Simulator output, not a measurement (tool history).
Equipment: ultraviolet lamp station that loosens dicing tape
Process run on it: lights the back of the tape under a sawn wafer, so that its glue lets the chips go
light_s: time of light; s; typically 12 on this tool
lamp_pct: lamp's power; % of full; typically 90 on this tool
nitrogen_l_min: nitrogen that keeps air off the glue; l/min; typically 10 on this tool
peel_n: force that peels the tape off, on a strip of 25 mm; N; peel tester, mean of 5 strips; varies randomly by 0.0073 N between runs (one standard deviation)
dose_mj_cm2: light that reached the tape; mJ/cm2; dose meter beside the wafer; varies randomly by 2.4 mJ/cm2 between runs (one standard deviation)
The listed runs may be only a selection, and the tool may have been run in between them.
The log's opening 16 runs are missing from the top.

{"run": 17, "hour": 111.9, "light_s": 12, "lamp_pct": 90, "nitrogen_l_min": 10, "peel_n": 0.268, "dose_mj_cm2": 255}
{"run": 18, "hour": 118.5, "light_s": 12, "lamp_pct": 90, "nitrogen_l_min": 10, "peel_n": 0.245, "dose_mj_cm2": 255}
{"run": 19, "hour": 125.4, "light_s": 12, "lamp_pct": 90, "nitrogen_l_min": 10, "peel_n": 0.257, "dose_mj_cm2": 256}
{"run": 20, "hour": 135.5, "light_s": 12, "lamp_pct": 90, "nitrogen_l_min": 10, "peel_n": 0.277, "dose_mj_cm2": 259}
{"run": 21, "hour": 140.3, "light_s": 12, "lamp_pct": 90, "nitrogen_l_min": 10, "peel_n": 0.255, "dose_mj_cm2": 260}
{"run": 22, "hour": 149.9, "light_s": 7, "lamp_pct": 75, "nitrogen_l_min": 4, "peel_n": 1.253, "dose_mj_cm2": 125}
{"run": 23, "hour": 154.4, "light_s": 7, "lamp_pct": 75, "nitrogen_l_min": 4, "peel_n": 1.231, "dose_mj_cm2": 124}
{"run": 24, "hour": 159.6, "light_s": 9, "lamp_pct": 63, "nitrogen_l_min": 6, "peel_n": 0.935, "dose_mj_cm2": 134}
{"run": 25, "hour": 167.2, "light_s": 7, "lamp_pct": 85, "nitrogen_l_min": 12, "peel_n": 0.598, "dose_mj_cm2": 141}
{"run": 26, "hour": 177.3, "light_s": 7, "lamp_pct": 85, "nitrogen_l_min": 12, "peel_n": 0.612, "dose_mj_cm2": 144}
{"run": 27, "hour": 186.1, "light_s": 7, "lamp_pct": 85, "nitrogen_l_min": 12, "peel_n": 0.596, "dose_mj_cm2": 141}
{"run": 28, "hour": 193.1, "light_s": 11, "lamp_pct": 85, "nitrogen_l_min": 5, "peel_n": 0.469, "dose_mj_cm2": 221}
{"run": 29, "hour": 197.2, "light_s": 18, "lamp_pct": 90, "nitrogen_l_min": 5, "peel_n": 0.228, "dose_mj_cm2": 389}
{"run": 30, "hour": 203.0, "light_s": 8, "lamp_pct": 92, "nitrogen_l_min": 4, "peel_n": 0.771, "dose_mj_cm2": 179}
{"run": 31, "hour": 209.5, "light_s": 7, "lamp_pct": 90, "nitrogen_l_min": 6, "peel_n": 0.786, "dose_mj_cm2": 150}
{"run": 32, "hour": 216.4, "light_s": 7, "lamp_pct": 90, "nitrogen_l_min": 6, "peel_n": 0.795, "dose_mj_cm2": 149}

Run 33 is up next; what results do you expect?
{"run": 33, "hour": 222.8, "light_s": 17, "lamp_pct": 65, "nitrogen_l_min": 10, "peel_n": "?", "dose_mj_cm2": "?"}

{"run 33": {"peel_n": 0.255, "dose_mj_cm2": 265}}
The same run, on a tool lacking any hidden state, would have yielded peel_n 0.255 N, dose_mj_cm2 266 mJ/cm2.

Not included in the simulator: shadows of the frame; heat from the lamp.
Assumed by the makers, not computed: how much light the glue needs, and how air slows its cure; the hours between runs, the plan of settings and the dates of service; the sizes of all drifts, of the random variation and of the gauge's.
